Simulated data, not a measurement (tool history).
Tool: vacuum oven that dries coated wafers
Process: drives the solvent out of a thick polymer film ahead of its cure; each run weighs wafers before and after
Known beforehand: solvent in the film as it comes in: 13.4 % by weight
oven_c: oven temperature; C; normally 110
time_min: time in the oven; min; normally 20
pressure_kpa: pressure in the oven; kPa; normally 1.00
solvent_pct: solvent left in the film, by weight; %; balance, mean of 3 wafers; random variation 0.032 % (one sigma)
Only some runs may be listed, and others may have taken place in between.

run    hour  oven_c  time_min  pressure_kpa  solvent_pct
  1     0.0     110        20          1.00         2.08
  2    69.3     110        20          1.00         2.09
  3   136.6     110        23          1.00         1.65
  4   184.5     110        20          1.00         2.11
  5   247.4     110        20          1.00         2.05
  6   356.6     110        20          1.00         2.12
  7   417.4     110        20          1.00         2.09
  8   466.2     110        20          1.00         2.08
  9   517.6     104        20          1.00         3.43
 10   614.8     104        20          1.00         3.33
 11   680.0     104        20          1.00         3.32
 12   739.8     104        20          1.00         3.34
 13   809.9     104        20          1.00         3.38
 14   902.3     104        20          1.00         3.41
 15   984.6     104        25          1.00         2.55
 16  1072.0     110        20          1.00         2.06
 17  1152.7     110        20          1.00         2.05
 18  1241.0     100        20          1.00         4.30
 19  1300.0     110        20          1.00         2.08
     1312.8  -- oven's thermocouples calibrated
 20  1413.0     110        20          0.78         2.01
 21  1460.8     113        12          0.78         3.13
 22  1552.2     113        11          1.68         3.73
 23  1645.6     110        20          0.84         2.02
 24  1721.5     110        19          1.37         2.45
 25  1793.0     109        21          0.71         2.08
 26  1867.7     103        21          0.71         3.27
 27  1924.2     108        16          0.71         3.13
 28  2035.5     108        16          0.71         3.15
 29  2121.0     110        31          0.82         1.00
 30  2226.8     107        31          1.04         1.52
 31  2287.9     110        20          0.57         1.91
     2330.8  -- vacuum gauge cleaned of residue and calibrated
 32  2365.4     106        20          1.00         2.89
 33  2447.9     121        24          0.80         0.45
 34  2504.9     101        22          1.90         4.04
 35  2606.6     105        20          2.26         3.63
 36  2717.6     122        20          0.78         0.49

Run 37, settings as shown, results not yet in. Your forecast:
 37  2814.7     108        20          0.70            ?

Run 37 came out at solvent_pct 2.35 %.
Had the tool carried no hidden state, the very same run would have given solvent_pct 2.37 %.

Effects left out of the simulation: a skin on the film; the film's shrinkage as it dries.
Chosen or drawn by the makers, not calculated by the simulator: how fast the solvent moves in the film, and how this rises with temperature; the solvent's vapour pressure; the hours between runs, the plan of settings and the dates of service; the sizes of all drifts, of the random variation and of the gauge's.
